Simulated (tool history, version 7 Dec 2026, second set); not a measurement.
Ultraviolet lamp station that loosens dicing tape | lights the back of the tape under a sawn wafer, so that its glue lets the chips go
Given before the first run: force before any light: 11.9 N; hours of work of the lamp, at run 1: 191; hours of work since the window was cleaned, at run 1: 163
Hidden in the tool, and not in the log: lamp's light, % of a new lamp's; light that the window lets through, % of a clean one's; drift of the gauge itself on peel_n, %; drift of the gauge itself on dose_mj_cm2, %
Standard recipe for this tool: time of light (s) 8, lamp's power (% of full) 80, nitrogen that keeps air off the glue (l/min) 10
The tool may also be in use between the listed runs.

run   hour  time of light (s)  lamp's power (% of full)  nitrogen that keeps air off the glue (l/min)  hours of work of the lamp  hours of work since the window was cleaned  force that peels the tape off (N)  light that reached the tape (mJ/cm2)
  1    0.0                  8                        80                                            10                        191                                         163                              0.626                                   462
  2    5.0                  8                        88                                            10                        194                                         166                              0.471                                   513
  3   12.6                  8                        88                                            10                        198                                         170                              0.493                                   509
  4   21.1                  8                        88                                            10                        203                                         175                              0.482                                   512
  5   29.1                  8                        88                                            10                        207                                         179                              0.473                                   501
  6   35.3                  8                        80                                            10                        210                                         182                              0.621                                   460
  7   39.8                 12                        80                                            10                        213                                         185                              0.206                                   695
  8   47.2                 12                        80                                            10                        216                                         189                              0.211                                   683
  9   56.6                 12                        80                                            10                        221                                         194                              0.221                                   696
 10   65.5                  8                        80                                             3                        226                                         198                              1.809                                   458
 11   73.5                  8                        93                                            10                        230                                         203                              0.427                                   522
 12   79.6                  8                        93                                            10                        234                                         206                              0.424                                   528
 13   87.9                  8                        93                                            10                        238                                         210                              0.446                                   527
 14   97.1                 15                        93                                            10                        243                                         215                              0.108                                   989
 15  105.3                  8                        80                                             4                        247                                         219                              1.481                                   446
 16  114.5                  8                        98                                            10                        252                                         224                              0.395                                   550
     119.0  -- window cleaned of glue's vapour
 17  121.6                  8                        98                                            10                        256                                           1                              0.324                                   584
 18  128.7                  8                        98                                            10                        260                                           5                              0.345                                   593
 19  137.1                  8                        98                                            10                        264                                          10                              0.315                                   584
 20  146.7                  8                        94                                            10                        269                                          15                              0.371                                   559
 21  155.8                  8                        94                                            10                        274                                          20                              0.352                                   562
 22  163.8                  8                        94                                            10                        278                                          24                              0.363                                   563
 23  170.3                  6                        88                                            10                        282                                          27                              0.967                                   393
 24  177.4                  8                        77                                            16                        285                                          31                              0.428                                   459
 25  182.8                  8                        67                                            10                        288                                          34                              0.919                                   398
 26  191.6                  6                        66                                            10                        293                                          39                              1.813                                   291
 27  196.0                  6                        66                                            10                        295                                          41                              1.742                                   292
 28  202.4                 14                        80                                            10                        299                                          44                              0.145                                   819
 29  207.5                  4                        83                                            10                        302                                          47                              2.460                                   242
 30  213.5                  4                        83                                            10                        305                                          50                              2.467                                   241
 31  220.0                 11                        93                                            10                        308                                          54                              0.174                                   751
 32  226.6                 11                        93                                            10                        312                                          57                              0.173                                   753

Hidden condition of the tool, last listed run before each entry between runs versus first listed run after:
Between runs 16 and 17: window cleaned of glue's vapour (hour 119.0)
  lamp's light, % of a new lamp's: 93.8 -> 93.7; light that the window lets through, % of a clean one's: 93 -> 99.8
  difference, measured minus the result without the unlogged condition, force that peels the tape off (N): +0.123 -> +0.056; light that reached the tape (mJ/cm2): -80 -> -41
